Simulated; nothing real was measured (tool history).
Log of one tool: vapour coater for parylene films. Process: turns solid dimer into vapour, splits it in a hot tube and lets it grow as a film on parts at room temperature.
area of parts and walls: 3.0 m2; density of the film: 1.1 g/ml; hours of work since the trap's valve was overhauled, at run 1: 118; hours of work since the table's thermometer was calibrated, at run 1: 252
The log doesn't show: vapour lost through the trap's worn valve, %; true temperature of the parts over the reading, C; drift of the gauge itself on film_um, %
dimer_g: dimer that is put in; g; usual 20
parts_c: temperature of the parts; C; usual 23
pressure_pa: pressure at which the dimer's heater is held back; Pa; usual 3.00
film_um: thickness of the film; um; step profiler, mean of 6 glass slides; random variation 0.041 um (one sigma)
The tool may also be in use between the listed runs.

run   hour  dimer_g  parts_c  pressure_pa  hours of work since the trap's valve was overhauled  hours of work since the table's thermometer was calibrated  film_um
  1    0.0       20       23         3.00                                                  118                                                         252     4.39
  2    7.4       20       23         3.00                                                  123                                                         257     4.21
  3   17.9       20       23         3.00                                                  130                                                         264     4.36
  4   28.7       20       23         3.00                                                  137                                                         270     4.25
  5   43.7       20       23         3.00                                                  146                                                         280     4.21
  6   55.5       20       23         3.00                                                  154                                                         288     4.15
  7   73.8       20       23         3.00                                                  165                                                         299     4.26
  8   91.7       20       23         3.00                                                  177                                                         310     4.13
  9  106.8       20       23         3.00                                                  186                                                         320     4.20
 10  115.6       20       23         4.55                                                  192                                                         326     3.86
 11  133.5       20       23         4.55                                                  203                                                         337     3.90
 12  151.2       24       23         3.00                                                  214                                                         348     4.86
 13  165.5       24       23         3.00                                                  224                                                         357     4.87
     170.6  -- trap's valve overhauled
 14  184.5       24       23         3.00                                                    9                                                         367     4.63
 15  202.6       20       23         3.00                                                   20                                                         378     3.79
 16  215.8       20       23         4.69                                                   29                                                         387     3.54
     224.7  -- trap's valve overhauled, once more
 17  231.5       20       23         4.69                                                    4                                                         394     4.16
 18  245.5       20       23         3.00                                                   13                                                         403     4.46
 19  254.5       20       23         3.00                                                   19                                                         409     4.44
 20  270.2       11       23         3.00                                                   29                                                         419     2.44
 21  278.0       20       23         3.00                                                   34                                                         424     4.41
 22  295.1       20       23         3.00                                                   45                                                         434     4.37
 23  306.6       20       23         3.00                                                   52                                                         442     4.34
 24  324.0       13       30         3.00                                                   63                                                         453     2.50
 25  339.7       13       30         3.00                                                   73                                                         463     2.49
 26  355.1       16       16         9.78                                                   83                                                         473     3.31
 27  365.3       19       22         2.59                                                   89                                                         479     4.20
 28  375.6       17       22         5.81                                                   96                                                         486     3.40
 29  392.1       17       22         5.81                                                  106                                                         496     3.31
 30  403.9       13       24         4.25                                                  114                                                         504     2.58
 31  419.4       13       24         4.25                                                  124                                                         513     2.55
 32  436.6       35       17         5.45                                                  134                                                         524     7.54
 33  451.4       15       19         2.33                                                  144                                                         534     3.52
 34  467.3       20       28         7.81                                                  154                                                         544     3.27
 35  479.8       20       24         2.80                                                  162                                                         552     4.12
 36  497.7       11       24         2.80                                                  173                                                         563     2.27
 37  512.1       20       20         2.68                                                  182                                                         572     4.42
 38  529.2       20       20         2.68                                                  193                                                         583     4.43
 39  537.2       16       17         9.81                                                  198                                                         588     3.12
 40  554.0       20       20         2.23                                                  209                                                         599     4.44
 41  567.8       11       23         2.48                                                  218                                                         608     2.30
 42  580.1       11       23         2.48                                                  226                                                         615     2.31
 43  591.7       11       23         2.48                                                  233                                                         623     2.26
 44  603.9       20       34         3.00                                                  241                                                         630     3.27
     609.6  -- trap's valve overhauled
 45  622.5       12       19         5.18                                                    8                                                         640     2.63
 46  633.0       32       26         3.00                                                   15                                                         646     6.76

The same runs without the tool's hidden state, with the same run-to-run variation:
run  film_um
  1     4.64
  2     4.46
  3     4.63
  4     4.52
  5     4.51
  6     4.46
  7     4.60
  8     4.48
  9     4.58
 10     4.22
 11     4.29
 12     5.36
 13     5.39
 14     5.50
 15     4.52
 16     4.25
 17     4.22
 18     4.54
 19     4.53
 20     2.50
 21     4.53
 22     4.50
 23     4.49
 24     2.60
 25     2.59
 26     3.46
 27     4.42
 28     3.58
 29     3.50
 30     2.73
 31     2.72
 32     8.08
 33     3.78
 34     3.53
 35     4.46
 36     2.47
 37     4.84
 38     4.86
 39     3.42
 40     4.91
 41     2.55
 42     2.57
 43     2.53
 44     3.67
 45     2.69
 46     6.91
